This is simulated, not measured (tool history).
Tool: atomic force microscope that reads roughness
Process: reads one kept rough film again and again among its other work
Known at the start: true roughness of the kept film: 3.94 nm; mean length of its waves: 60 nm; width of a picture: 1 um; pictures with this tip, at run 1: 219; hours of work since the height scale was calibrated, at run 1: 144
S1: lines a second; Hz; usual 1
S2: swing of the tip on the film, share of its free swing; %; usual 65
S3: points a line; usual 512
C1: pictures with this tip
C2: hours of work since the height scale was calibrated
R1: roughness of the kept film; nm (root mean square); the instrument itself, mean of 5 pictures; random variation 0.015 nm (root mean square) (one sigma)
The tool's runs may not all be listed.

run,hour,S1,S2,S3,C1,C2,R1
1,0,1,65,512,219,144,3.583
2,11.1,1,65,512,238,151,3.553
3,24.6,1,65,512,261,160,3.516
4,42.2,1,65,512,291,172,3.507
5,53.8,1,65,512,311,180,3.528
6,63.6,1,65,512,328,187,3.489
7,78.8,1,65,512,354,197,3.483
# hour 89.3: new tip fitted
8,91.3,1,65,338,3,206,3.712
9,102.7,1,65,338,23,213,3.714
10,119.5,1,65,338,52,225,3.683
11,130.5,1,65,338,71,232,3.684
12,138.6,1,65,338,85,238,3.665
13,147.7,1,65,512,100,244,3.661
14,162.8,1,65,512,127,254,3.617
15,172.5,2.02,65,512,143,261,3.535
16,183.6,2.02,65,512,162,269,3.495
17,191.8,2.02,65,512,176,274,3.482
18,201.7,2.02,65,512,194,281,3.487
19,219,2.02,65,512,223,293,3.446
20,234.5,2.02,65,512,250,303,3.439
21,244.2,2.02,65,512,267,310,3.438
22,260.4,0.63,65,512,295,321,3.568
23,271,0.63,65,512,313,328,3.562
# hour 273.7: height scale calibrated on a step standard
24,283,1,65,365,332,6,3.482
25,295.1,1,65,365,353,15,3.454
# hour 305.5: new tip fitted
26,308.1,0.68,65,512,4,23,3.769
# hour 315.8: height scale calibrated on a step standard, once more
27,323.3,1.07,85,512,29,5,3.473
28,332.4,0.61,84,563,45,11,3.589
29,349.4,0.61,84,563,74,23,3.597
30,358.9,0.78,59,512,90,29,3.717
31,371,3.54,59,307,111,38,3.498
32,387.7,0.76,57,307,140,49,3.695
33,396.4,0.76,57,307,155,55,3.669
34,410.6,0.76,57,307,179,65,3.681
35,423.6,1.62,65,512,202,74,3.523
36,435.5,1,63,926,222,82,3.567
37,446.8,1,63,926,242,89,3.585
38,460.4,1.06,65,512,265,99,3.552
39,477.3,1.06,65,512,294,110,3.496
40,492.8,1.06,65,512,321,121,3.498
41,508.5,1,65,822,348,132,3.465
42,520.7,0.51,85,868,369,140,3.426
# hour 522: new tip fitted
43,532.1,1,78,778,17,147,3.602
44,548.4,1,78,778,45,158,3.566
45,561.9,2.38,64,303,69,168,3.527
46,579.2,3.94,80,287,98,179,2.932
47,589.7,1,76,711,116,187,3.533
48,604.4,1.5,82,262,142,197,3.305
49,616.1,3.4,61,811,162,205,3.406
50,626.4,3.4,61,811,180,212,3.394
51,642.2,0.76,68,603,207,222,3.564

Forecast each of these 4 alternatives for the next run:
A,656,0.58,56,566,231,232,?
B,656,1.91,75,674,231,232,?
C,656,0.63,64,512,231,232,?
D,656,2.33,64,603,231,232,?

run,R1
A,3.635
B,3.308
C,3.584
D,3.453
Without the tool's hidden state the same runs would have given:
run,R1
A,3.828
B,3.483
C,3.773
D,3.635
